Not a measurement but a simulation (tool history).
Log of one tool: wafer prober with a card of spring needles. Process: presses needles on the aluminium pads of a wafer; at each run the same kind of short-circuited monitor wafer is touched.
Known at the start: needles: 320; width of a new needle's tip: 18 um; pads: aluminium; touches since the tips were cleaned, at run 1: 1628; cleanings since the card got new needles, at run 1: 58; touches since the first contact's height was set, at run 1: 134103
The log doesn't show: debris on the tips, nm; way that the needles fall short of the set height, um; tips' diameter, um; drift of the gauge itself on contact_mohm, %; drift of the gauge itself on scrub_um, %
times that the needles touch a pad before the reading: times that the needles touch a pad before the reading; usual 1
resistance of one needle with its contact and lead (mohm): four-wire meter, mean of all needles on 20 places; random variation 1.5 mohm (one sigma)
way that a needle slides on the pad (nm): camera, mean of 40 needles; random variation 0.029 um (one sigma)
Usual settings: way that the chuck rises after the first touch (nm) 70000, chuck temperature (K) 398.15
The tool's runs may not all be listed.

run     day  way that the chuck rises after the first touch (nm)  chuck temperature (K)  times that the needles touch a pad before the reading  touches since the tips were cleaned  cleanings since the card got new needles  touches since the first contact's height was set  resistance of one needle with its contact and lead (mohm)  way that a needle slides on the pad (nm)
  1       0                                                70000                 398.15                                                      1                                 1628                                        58                                            134103                                                        141                                     14020
      0.625  -- tips cleaned on abrasive film
      1.462  -- tips cleaned on abrasive film
  2   1.475                                                70000                 398.15                                                      1                                   77                                        60                                            144450                                                        142                                     14020
      2.388  -- tips cleaned on abrasive film
      3.325  -- tips cleaned on abrasive film
  3   3.396                                                70000                 398.15                                                      1                                  491                                        62                                            157974                                                        142                                     13970
      4.317  -- tips cleaned on abrasive film
  4   4.546                                                70000                 398.15                                                      1                                 1614                                        63                                            166064                                                        143                                     13990
      5.267  -- tips cleaned on abrasive film
      6.204  -- tips cleaned on abrasive film
  5   6.204                                                52000                 398.15                                                      1                                    0                                        65                                            177727                                                        145                                     10390
      7.088  -- tips cleaned on abrasive film
  6   7.158                                                52000                 398.15                                                      1                                  479                                        66                                            184415                                                        149                                     10390
      8.017  -- tips cleaned on abrasive film
  7   8.567                                                52000                 398.15                                                      1                                 3895                                        67                                            194344                                                        145                                     10380
      8.958  -- tips cleaned on abrasive film
      9.879  -- tips cleaned on abrasive film
  8  10.583                                                52000                 398.15                                                      1                                 4987                                        69                                            208540                                                        147                                     10310
     10.804  -- tips cleaned on abrasive film
     11.708  -- tips cleaned on abrasive film
  9   12.45                                                52000                 398.15                                                      2                                 5256                                        71                                            221665                                                        150                                     10360
     12.554  -- tips cleaned on abrasive film
 10  13.358                                                52000                 398.15                                                      2                                 5683                                        72                                            228055                                                        146                                     10300
     13.508  -- tips cleaned on abrasive film
     14.379  -- tips cleaned on abrasive film
     15.075  -- height of the first contact set anew
      15.25  -- tips cleaned on abrasive film
 11  15.308                                                70000                 352.15                                                      1                                  427                                        75                                              1627                                                        134                                     13960
     16.221  -- tips cleaned on abrasive film
     17.142  -- tips cleaned on abrasive film
 12  17.279                                                70000                 352.15                                                      1                                  969                                        77                                             15479                                                        134                                     13940
     18.067  -- tips cleaned on abrasive film
     19.008  -- tips cleaned on abrasive film
 13  19.008                                                70000                 352.15                                                      1                                    0                                        79                                             27636                                                        136                                     13930
     19.946  -- tips cleaned on abrasive film
 14  20.346                                                70000                 352.15                                                      1                                 2825                                        80                                             37051                                                        135                                     13920
       20.8  -- tips cleaned on abrasive film
     21.725  -- tips cleaned on abrasive film
 15  22.412                                                70000                 352.15                                                      1                                 4862                                        82                                             51594                                                        136                                     13910
     22.688  -- tips cleaned on abrasive film
      23.55  -- tips cleaned on abrasive film
     24.471  -- tips cleaned on abrasive film
 16  24.471                                                70000                 352.15                                                      1                                    0                                        85                                             66046                                                        137                                     13920
     25.317  -- tips cleaned on abrasive film
     26.262  -- tips cleaned on abrasive film
 17  26.512                                                70000                 307.15                                                      1                                 1757                                        87                                             80413                                                        130                                     13850
     27.183  -- tips cleaned on abrasive film
     28.042  -- tips cleaned on abrasive film
 18  28.488                                                60000                 304.15                                                      3                                 3166                                        89                                             94309                                                        130                                     11830
     28.979  -- tips cleaned on abrasive film
     29.917  -- tips cleaned on abrasive film
 19  29.925                                                60000                 304.15                                                      3                                   50                                        91                                            104381                                                        131                                     11950
     30.858  -- tips cleaned on abrasive film
 20  31.408                                                73000                 398.15                                                      1                                 3890                                        92                                            114858                                                        146                                     14480
     31.758  -- tips cleaned on abrasive film
 21  32.425                                                73000                 398.15                                                      1                                 4704                                        93                                            121998                                                        143                                     14480
     32.696  -- tips cleaned on abrasive film
     33.621  -- tips cleaned on abrasive film
     34.579  -- tips cleaned on abrasive film
 22  34.596                                                73000                 319.15                                                      1                                  116                                        96                                            137241                                                        130                                     14420
     35.442  -- tips cleaned on abrasive film
 23      36                                                55000                 324.15                                                      1                                 3952                                        97                                            147132                                                        136                                     10920
     36.371  -- tips cleaned on abrasive film
     37.292  -- tips cleaned on abrasive film
 24  37.867                                                76000                 300.15                                                      1                                 4073                                        99                                            160260                                                        126                                     15090
     38.179  -- tips cleaned on abrasive film
     39.108  -- tips cleaned on abrasive film
 25  39.479                                                81000                 324.15                                                      1                                 2626                                       101                                            171591                                                        131                                     16010
     39.983  -- tips cleaned on abrasive film
 26  40.683                                                81000                 324.15                                                      1                                 4921                                       102                                            180054                                                        133                                     16040
     40.875  -- tips cleaned on abrasive film
     41.754  -- tips cleaned on abrasive film
 27  42.433                                                83000                 366.15                                                      2                                 4814                                       104                                            192374                                                        135                                     16390
     42.592  -- tips cleaned on abrasive film
     43.525  -- tips cleaned on abrasive film
 28  43.979                                                62000                 364.15                                                      1                                 3213                                       106                                            203227                                                        137                                     12210
     44.362  -- tips cleaned on abrasive film
     45.288  -- tips cleaned on abrasive film
 29  45.433                                                62000                 364.15                                                      1                                 1042                                       108                                            213452                                                        141                                     12270
     46.258  -- tips cleaned on abrasive film
 30  46.417                                                84000                 320.15                                                      1                                 1141                                       109                                            220366                                                        128                                     16610

Forecast each of these 4 alternatives for the next run:
     47.133  -- tips cleaned on abrasive film
  A  47.892                                                63000                 357.15                                                      1                                 5359                                       110                                            230741                                                          ?                                         ?
     47.133  -- tips cleaned on abrasive film
  B  47.892                                                60000                 324.15                                                      2                                 5359                                       110                                            230741                                                          ?                                         ?
     47.133  -- tips cleaned on abrasive film
  C  47.892                                                77000                 370.15                                                      3                                 5359                                       110                                            230741                                                          ?                                         ?
     47.133  -- tips cleaned on abrasive film
  D  47.892                                                57000                 318.15                                                      2                                 5359                                       110                                            230741                                                          ?                                         ?

run  resistance of one needle with its contact and lead (mohm)  way that a needle slides on the pad (nm)
  A                                                        139                                     12440
  B                                                        136                                     11890
  C                                                        138                                     15190
  D                                                        134                                     11240
Without the tool's hidden state the same runs would have given:
run  resistance of one needle with its contact and lead (mohm)  way that a needle slides on the pad (nm)
  A                                                        138                                     12600
  B                                                        135                                     12050
  C                                                        138                                     15390
  D                                                        133                                     11390

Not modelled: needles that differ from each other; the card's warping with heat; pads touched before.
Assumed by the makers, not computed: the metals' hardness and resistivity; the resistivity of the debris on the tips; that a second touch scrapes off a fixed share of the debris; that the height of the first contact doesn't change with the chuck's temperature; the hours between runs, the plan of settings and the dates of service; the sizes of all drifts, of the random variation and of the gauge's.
